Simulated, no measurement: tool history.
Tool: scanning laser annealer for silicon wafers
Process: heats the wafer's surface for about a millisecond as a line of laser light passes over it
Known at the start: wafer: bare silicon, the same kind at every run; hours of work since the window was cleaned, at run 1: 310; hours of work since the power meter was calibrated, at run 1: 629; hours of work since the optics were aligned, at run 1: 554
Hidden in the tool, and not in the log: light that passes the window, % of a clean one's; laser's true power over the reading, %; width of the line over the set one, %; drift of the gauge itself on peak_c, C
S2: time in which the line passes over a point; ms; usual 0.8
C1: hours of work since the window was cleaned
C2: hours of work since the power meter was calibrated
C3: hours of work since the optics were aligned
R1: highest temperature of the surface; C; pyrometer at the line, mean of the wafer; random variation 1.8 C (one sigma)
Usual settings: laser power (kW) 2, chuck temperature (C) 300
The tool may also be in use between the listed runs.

run 1 day=0 | laser_power_(kW)=2 S2=0.8 chuck_temperature_(C)=300 | C1=310 C2=629 C3=554 | R1=985
run 2 day=0.933 | laser_power_(kW)=2 S2=0.8 chuck_temperature_(C)=261 | C1=321 C2=641 C3=565 | R1=945
run 3 day=2.483 | laser_power_(kW)=2 S2=0.8 chuck_temperature_(C)=261 | C1=341 C2=660 C3=585 | R1=949
run 4 day=3.783 | laser_power_(kW)=2 S2=0.8 chuck_temperature_(C)=261 | C1=357 C2=677 C3=601 | R1=942
run 5 day=4.804 | laser_power_(kW)=2 S2=0.8 chuck_temperature_(C)=261 | C1=370 C2=690 C3=614 | R1=943
run 6 day=5.8 | laser_power_(kW)=2.015 S2=0.8 chuck_temperature_(C)=300 | C1=383 C2=702 C3=627 | R1=984
run 7 day=7.079 | laser_power_(kW)=2.015 S2=0.8 chuck_temperature_(C)=300 | C1=399 C2=718 C3=643 | R1=988
run 8 day=8.296 | laser_power_(kW)=2 S2=0.8 chuck_temperature_(C)=300 | C1=414 C2=734 C3=658 | R1=977
run 9 day=9.742 | laser_power_(kW)=2 S2=0.8 chuck_temperature_(C)=294 | C1=432 C2=752 C3=677 | R1=969
run 10 day=10.838 | laser_power_(kW)=2 S2=0.8 chuck_temperature_(C)=294 | C1=446 C2=766 C3=690 | R1=971
run 11 day=12.229 | laser_power_(kW)=2 S2=0.8 chuck_temperature_(C)=294 | C1=464 C2=783 C3=708 | R1=964
run 12 day=13.85 | laser_power_(kW)=2 S2=0.8 chuck_temperature_(C)=294 | C1=484 C2=804 C3=728 | R1=961
run 13 day=15.571 | laser_power_(kW)=2 S2=0.8 chuck_temperature_(C)=294 | C1=506 C2=825 C3=750 | R1=964
run 14 day=16.967 | laser_power_(kW)=2 S2=0.8 chuck_temperature_(C)=294 | C1=524 C2=843 C3=768 | R1=962
run 15 day=18.229 | laser_power_(kW)=2 S2=0.8 chuck_temperature_(C)=294 | C1=540 C2=859 C3=784 | R1=961
run 16 day=19.525 | laser_power_(kW)=2.123 S2=0.836 chuck_temperature_(C)=293 | C1=556 C2=875 C3=800 | R1=1031
run 17 day=20.879 | laser_power_(kW)=2.139 S2=0.783 chuck_temperature_(C)=267 | C1=573 C2=892 C3=817 | R1=981
run 18 day=22.129 | laser_power_(kW)=2.139 S2=0.783 chuck_temperature_(C)=267 | C1=589 C2=908 C3=833 | R1=983
-- day=22.904 window over the wafer cleaned
run 19 day=23.633 | laser_power_(kW)=1.933 S2=0.871 chuck_temperature_(C)=267 | C1=9 C2=926 C3=851 | R1=971
run 20 day=25.025 | laser_power_(kW)=1.84 S2=0.576 chuck_temperature_(C)=330 | C1=27 C2=944 C3=868 | R1=848
run 21 day=26.762 | laser_power_(kW)=1.915 S2=0.576 chuck_temperature_(C)=285 | C1=49 C2=966 C3=890 | R1=827
run 22 day=28.546 | laser_power_(kW)=1.915 S2=0.797 chuck_temperature_(C)=321 | C1=71 C2=988 C3=913 | R1=977
run 23 day=29.683 | laser_power_(kW)=1.915 S2=0.797 chuck_temperature_(C)=321 | C1=86 C2=1002 C3=927 | R1=976
run 24 day=30.958 | laser_power_(kW)=1.915 S2=0.797 chuck_temperature_(C)=321 | C1=102 C2=1019 C3=943 | R1=978
run 25 day=32.288 | laser_power_(kW)=1.784 S2=0.672 chuck_temperature_(C)=271 | C1=118 C2=1035 C3=960 | R1=810

Forecast each of these 3 alternatives for the next run:
-- day=33.079 optics aligned, line set to its width
run A day=33.679 | laser_power_(kW)=2 S2=0.762 chuck_temperature_(C)=331 | C1=133 C2=1050 C3=8 | R1=?
-- day=33.079 optics aligned, line set to its width
run B day=33.679 | laser_power_(kW)=1.732 S2=0.758 chuck_temperature_(C)=300 | C1=133 C2=1050 C3=8 | R1=?
-- day=33.079 optics aligned, line set to its width
run C day=33.679 | laser_power_(kW)=1.784 S2=0.936 chuck_temperature_(C)=275 | C1=133 C2=1050 C3=8 | R1=?

run=A R1=1021
run=B R1=870
run=C R1=947
Without the tool's hidden state the same runs would have given:
run=A R1=1029
run=B R1=877
run=C R1=955
